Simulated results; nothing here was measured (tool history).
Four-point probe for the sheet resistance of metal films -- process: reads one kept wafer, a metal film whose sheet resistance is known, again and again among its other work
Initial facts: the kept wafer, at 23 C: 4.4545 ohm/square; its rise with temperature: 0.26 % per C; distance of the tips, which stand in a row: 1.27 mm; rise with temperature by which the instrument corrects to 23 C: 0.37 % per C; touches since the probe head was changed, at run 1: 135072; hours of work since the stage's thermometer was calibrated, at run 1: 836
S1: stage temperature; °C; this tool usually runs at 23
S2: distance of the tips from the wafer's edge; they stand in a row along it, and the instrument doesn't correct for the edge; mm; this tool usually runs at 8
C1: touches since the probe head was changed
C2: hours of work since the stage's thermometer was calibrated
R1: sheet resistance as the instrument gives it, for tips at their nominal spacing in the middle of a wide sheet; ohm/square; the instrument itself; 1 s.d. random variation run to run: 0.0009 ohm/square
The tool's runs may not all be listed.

run,hour,S1,S2,C1,C2,R1
1,0,23,8,135072,836,4.515752
2,23.7,23,8,136379,854,4.514155
3,44.8,23,8,137545,869,4.514618
# hour 51: new probe head fitted
4,72.4,23,8,1180,888,4.514723
5,99.7,23,8,2687,908,4.514829
6,113.8,23,8,3466,918,4.513222
7,145.7,35,8,5229,942,4.459501
8,173.7,35,8,6778,962,4.459965
9,205.1,23,8,8512,985,4.514703
10,237.3,22,8,10292,1009,4.518357
11,264.2,22,8,11775,1028,4.520698
12,288.4,22,8,13117,1046,4.518516
13,311.5,22,8,14394,1063,4.518452
14,332.7,22,8,15563,1078,4.517566
15,364.8,22,8,17335,1102,4.518954
16,392.4,22,8,18861,1122,4.519835
17,409.7,23,8,19819,1134,4.515306
18,438.7,32,8,21418,1155,4.472819
19,470.8,32,8,23192,1179,4.471684
20,493.8,23,8,24463,1196,4.513917
21,515.8,23,8,25681,1212,4.512843
22,539.3,23,8,26978,1229,4.513247
23,566.6,23,14,28487,1249,4.476162
24,589.8,23,14,29766,1266,4.474388
25,605.6,24,8,30640,1277,4.508148
26,622.1,19,3,31553,1289,4.863931
27,640.1,23,3,32546,1302,4.841399
28,657.9,23,12,33533,1315,4.482556
29,689.9,24,13,35300,1339,4.473079
30,716.6,26,5,36775,1358,4.590494
31,731.8,22,8,37613,1369,4.519452
32,747.9,22,8,38502,1381,4.519864
33,764.1,22,8,39402,1393,4.519436
34,794.8,19,4,41093,1415,4.703693
35,823.9,19,4,42706,1436,4.702605
36,848.6,31,17,44071,1454,4.432893
37,866.7,33,12,45071,1468,4.43572
38,892.5,35,59,46492,1486,4.40306
39,916.8,35,6,47838,1504,4.504896
40,949.7,21,11,49654,1528,4.49574
41,970.9,29,8,50827,1543,4.487162
42,1000.4,23,6,52458,1565,4.559445
43,1023.5,23,8,53734,1582,4.51331
44,1055.3,21,8,55489,1605,4.523584
45,1080.6,26,8,56885,1623,4.499929
46,1099.2,34,7,57914,1637,4.482066

3 options for the next run, each taken on its own from the tool as it stands now. Forecast them:
A,1129,21,74,59563,1659,?
B,1129,23,5,59563,1659,?
C,1129,33,7,59563,1659,?

run,R1
A,4.464592
B,4.603287
C,4.485622
With the hidden condition removed and each run's random variation left untouched, the same runs would have given:
run,R1
A,4.464657
B,4.603353
C,4.485687

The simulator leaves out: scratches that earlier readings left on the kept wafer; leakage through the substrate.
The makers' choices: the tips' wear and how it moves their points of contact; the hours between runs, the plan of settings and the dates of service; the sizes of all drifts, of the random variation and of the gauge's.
